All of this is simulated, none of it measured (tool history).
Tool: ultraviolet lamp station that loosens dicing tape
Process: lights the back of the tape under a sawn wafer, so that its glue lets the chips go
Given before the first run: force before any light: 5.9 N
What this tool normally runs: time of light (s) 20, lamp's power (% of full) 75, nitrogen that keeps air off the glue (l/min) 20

run    hour  time of light (s)  lamp's power (% of full)  nitrogen that keeps air off the glue (l/min)  force that peels the tape off (N)  light that reached the tape (mJ/cm2)
  1       0                 20                        75                                            20                               0.79                                   246
  2    38.8                 20                        75                                            13                              0.914                                   240
  3    75.8                 32                        75                                            20                              0.298                                   378
  4   109.5                 20                        83                                            20                              0.684                                   259
  5   139.8                 20                        75                                            16                              0.905                                   228
  6   182.9                 20                        75                                            26                              0.837                                   229
  7   229.7                 20                        75                                            26                              0.899                                   218
  8   262.4                 20                        75                                            28                              0.895                                   217
  9   304.5                 20                        75                                             8                              1.364                                   212
 10   354.8                 20                        75                                             8                              1.389                                   205
 11   412.8                 20                        75                                             8                              1.425                                   195
 12   442.7                 20                        75                                             6                              1.691                                   197
 13   477.1                 19                        75                                            20                              1.269                                   182
      492.7  -- window cleaned of glue's vapour
 14   522.2                 19                        75                                            20                              1.197                                   190
 15   573.3                 19                        75                                            20                              1.195                                   188
 16   640.2                 31                        83                                             9                              0.611                                   324
 17   690.7                 31                        83                                             9                              0.639                                   318
      754.9  -- lamp changed
 18     755                 37                        89                                            23                              0.101                                   613
 19   807.2                 30                        97                                             8                              0.208                                   534
 20   840.8                 40                        75                                            14                              0.169                                   547
 21   904.4                 17                        75                                            20                              0.936                                   221
 22   967.6                 39                        70                                            19                              0.193                                   472
      984.9  -- window cleaned of glue's vapour
 23  1030.5                 14                        87                                            21                              0.944                                   217
 24  1058.3                 14                        87                                            21                              0.992                                   212
 25  1120.5                 14                        87                                            21                              1.038                                   214
 26  1173.7                 14                       100                                            23                              0.789                                   235
 27  1213.2                 14                       100                                             8                              1.187                                   231
 28  1258.6                 18                        91                                             8                              0.981                                   264
 29  1288.4                 18                        91                                             8                              1.025                                   262

Here are 4 independent what-if runs from the current tool condition. What would each one return?
  A  1316.1                 20                        79                                            21                                  ?                                     ?
  B  1316.1                 20                        75                                            18                                  ?                                     ?
  C  1316.1                 18                        72                                             8                                  ?                                     ?
  D  1316.1                 18                        91                                            16                                  ?                                     ?

run  force that peels the tape off (N)  light that reached the tape (mJ/cm2)
  A                              0.762                                   249
  B                               0.87                                   238
  C                              1.445                                   203
  D                              0.758                                   253
Take away the tool's hidden state, keep each run's random variation, and the runs would have read:
run  force that peels the tape off (N)  light that reached the tape (mJ/cm2)
  A                              0.479                                   311
  B                              0.561                                   296
  C                              1.034                                   253
  D                              0.479                                   316
